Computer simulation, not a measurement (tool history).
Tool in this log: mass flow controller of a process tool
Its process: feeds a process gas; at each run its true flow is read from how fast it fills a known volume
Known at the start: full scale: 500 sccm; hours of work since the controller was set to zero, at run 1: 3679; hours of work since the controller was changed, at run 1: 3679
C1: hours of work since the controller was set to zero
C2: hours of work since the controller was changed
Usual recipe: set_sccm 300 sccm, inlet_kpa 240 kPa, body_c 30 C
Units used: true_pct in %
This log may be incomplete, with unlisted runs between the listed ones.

run 1 hour=0 | set_sccm=300 inlet_kpa=240 body_c=30 | C1=3679 C2=3679 | true_pct=99.14
run 2 hour=151.1 | set_sccm=300 inlet_kpa=240 body_c=30 | C1=3789 C2=3789 | true_pct=99.06
run 3 hour=306.3 | set_sccm=300 inlet_kpa=240 body_c=30 | C1=3903 C2=3903 | true_pct=98.9
run 4 hour=418.7 | set_sccm=300 inlet_kpa=164 body_c=30 | C1=3985 C2=3985 | true_pct=98.71
run 5 hour=532.5 | set_sccm=300 inlet_kpa=164 body_c=30 | C1=4068 C2=4068 | true_pct=98.66
run 6 hour=685.4 | set_sccm=300 inlet_kpa=240 body_c=30 | C1=4180 C2=4180 | true_pct=98.58
run 7 hour=783.5 | set_sccm=300 inlet_kpa=184 body_c=36 | C1=4252 C2=4252 | true_pct=97.96
run 8 hour=925.6 | set_sccm=300 inlet_kpa=184 body_c=36 | C1=4356 C2=4356 | true_pct=97.9
run 9 hour=1044 | set_sccm=108 inlet_kpa=240 body_c=37 | C1=4442 C2=4442 | true_pct=97.35
run 10 hour=1156.2 | set_sccm=108 inlet_kpa=240 body_c=37 | C1=4524 C2=4524 | true_pct=97.2
run 11 hour=1271.1 | set_sccm=300 inlet_kpa=240 body_c=21 | C1=4609 C2=4609 | true_pct=98.73

4 ways to go on from here, each from the tool as it stands after run 11. What would each give?
run A hour=1366.5 | set_sccm=60 inlet_kpa=240 body_c=21 | C1=4678 C2=4678 | true_pct=?
run B hour=1366.5 | set_sccm=300 inlet_kpa=271 body_c=30 | C1=4678 C2=4678 | true_pct=?
run C hour=1366.5 | set_sccm=300 inlet_kpa=246 body_c=29 | C1=4678 C2=4678 | true_pct=?
run D hour=1366.5 | set_sccm=300 inlet_kpa=232 body_c=21 | C1=4678 C2=4678 | true_pct=?

run=A true_pct=98.17
run=B true_pct=98.09
run=C true_pct=98.19
run=D true_pct=98.62
The same runs, with their run-to-run variation unchanged, on a tool lacking any hidden condition would have given:
run=A true_pct=99.35
run=B true_pct=99.24
run=C true_pct=99.35
run=D true_pct=99.79
